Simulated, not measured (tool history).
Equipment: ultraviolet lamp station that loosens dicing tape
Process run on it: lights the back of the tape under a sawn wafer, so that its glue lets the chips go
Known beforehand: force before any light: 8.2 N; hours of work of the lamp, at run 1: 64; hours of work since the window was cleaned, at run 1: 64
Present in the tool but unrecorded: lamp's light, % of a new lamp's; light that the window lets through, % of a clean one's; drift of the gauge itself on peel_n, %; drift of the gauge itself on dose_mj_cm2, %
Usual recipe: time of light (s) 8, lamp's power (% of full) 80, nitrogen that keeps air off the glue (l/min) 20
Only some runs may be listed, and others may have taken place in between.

run    hour  time of light (s)  lamp's power (% of full)  nitrogen that keeps air off the glue (l/min)  hours of work of the lamp  hours of work since the window was cleaned  force that peels the tape off (N)  light that reached the tape (mJ/cm²)
  1     0.0                  8                        80                                            20                         64                                          64                              0.534                                   536
  2    54.2                  8                        80                                            20                        102                                         102                              0.517                                   537
  3   123.8                  8                        80                                            20                        151                                         151                              0.514                                   538
  4   172.4                  8                        80                                            20                        186                                         186                              0.530                                   536
  5   244.2                  8                        80                                            20                        236                                         236                              0.548                                   537
  6   309.1                  8                        80                                            21                        282                                         282                              0.509                                   540
  7   385.9                  8                        80                                            20                        336                                         336                              0.532                                   534
  8   427.6                  8                        80                                            20                        365                                         365                              0.531                                   535
  9   494.4                  8                        80                                            20                        412                                         412                              0.525                                   540
 10   526.7                  8                        80                                            20                        435                                         435                              0.547                                   540
      538.8  -- window cleaned of glue's vapour
 11   573.6                  8                        80                                            20                        468                                          25                              0.536                                   533
 12   617.2                  8                        87                                            20                        499                                          55                              0.419                                   585
 13   695.6                  8                        87                                            20                        554                                         110                              0.433                                   584
 14   766.0                  8                        87                                            20                        604                                         160                              0.438                                   584
 15   840.2                  8                        87                                            20                        656                                         212                              0.427                                   584
      868.1  -- lamp changed
 16   897.9                  8                        87                                            20                         21                                         252                              0.430                                   589
 17   969.3                  8                        80                                            20                         71                                         303                              0.534                                   535
 18  1019.8                  8                        80                                            20                        107                                         338                              0.507                                   544
 19  1093.7                  8                        80                                            20                        159                                         390                              0.530                                   537
 20  1157.0                  4                        80                                            20                        204                                         435                              2.002                                   267
     1171.5  -- window cleaned of glue's vapour
 21  1191.9                  8                        80                                            20                        228                                          14                              0.549                                   535
 22  1231.4                  8                        80                                            20                        256                                          42                              0.545                                   536
 23  1293.4                  7                        65                                            18                        299                                          86                              1.206                                   381
 24  1361.7                 11                        80                                            27                        347                                         134                              0.174                                   737
 25  1440.0                 11                        80                                            27                        403                                         189                              0.183                                   735
 26  1493.1                 11                        80                                            27                        440                                         227                              0.185                                   739
 27  1553.5                  7                        80                                            33                        483                                         269                              0.527                                   470
 28  1591.4                 11                        95                                            14                        509                                         296                              0.191                                   879
 29  1630.6                 11                        95                                            14                        537                                         324                              0.197                                   881
 30  1687.8                 14                        66                                            25                        577                                         364                              0.163                                   773
 31  1763.2                 14                        66                                            25                        630                                         417                              0.160                                   775
     1799.8  -- window cleaned of glue's vapour
     1831.2  -- lamp changed
 32  1832.4                 12                        79                                            14                          1                                          22                              0.254                                   801
 33  1910.7                  8                        64                                            20                         56                                          77                              0.898                                   428
 34  1984.6                  8                        77                                            20                        108                                         129                              0.578                                   515
 35  2028.6                  6                        82                                             7                        139                                         160                              1.788                                   411
 36  2103.2                 11                        88                                             6                        192                                         213                              0.540                                   817
 37  2157.1                 11                        88                                             6                        230                                         251                              0.511                                   810
 38  2210.5                  7                        80                                            20                        267                                         289                              0.753                                   471
 39  2251.9                 11                        76                                            27                        296                                         318                              0.198                                   704
 40  2305.1                 11                        76                                            27                        334                                         355                              0.203                                   702
 41  2339.1                  7                        83                                            24                        358                                         379                              0.605                                   486
 42  2412.4                  5                        80                                            11                        410                                         431                              1.932                                   332

Forecast each of these 5 alternatives for the next run:
     2429.4  -- window cleaned of glue's vapour
  A  2456.1                 14                        80                                            22                        440                                          19                                  ?                                     ?
     2429.4  -- window cleaned of glue's vapour
  B  2456.1                  8                        93                                            17                        440                                          19                                  ?                                     ?
     2429.4  -- window cleaned of glue's vapour
  C  2456.1                  5                        64                                            20                        440                                          19                                  ?                                     ?
     2429.4  -- window cleaned of glue's vapour
  D  2456.1                  5                        80                                            14                        440                                          19                                  ?                                     ?
     2429.4  -- window cleaned of glue's vapour
  E  2456.1                  9                        91                                            34                        440                                          19                                  ?                                     ?

run  force that peels the tape off (N)  light that reached the tape (mJ/cm²)
  A                              0.119                                   939
  B                              0.408                                   631
  C                              2.064                                   272
  D                              1.738                                   334
  E                              0.186                                   689
With the hidden condition removed and each run's random variation left untouched, the same runs would have given:
run  force that peels the tape off (N)  light that reached the tape (mJ/cm²)
  A                              0.119                                   940
  B                              0.407                                   632
  C                              2.061                                   272
  D                              1.736                                   334
  E                              0.186                                   689
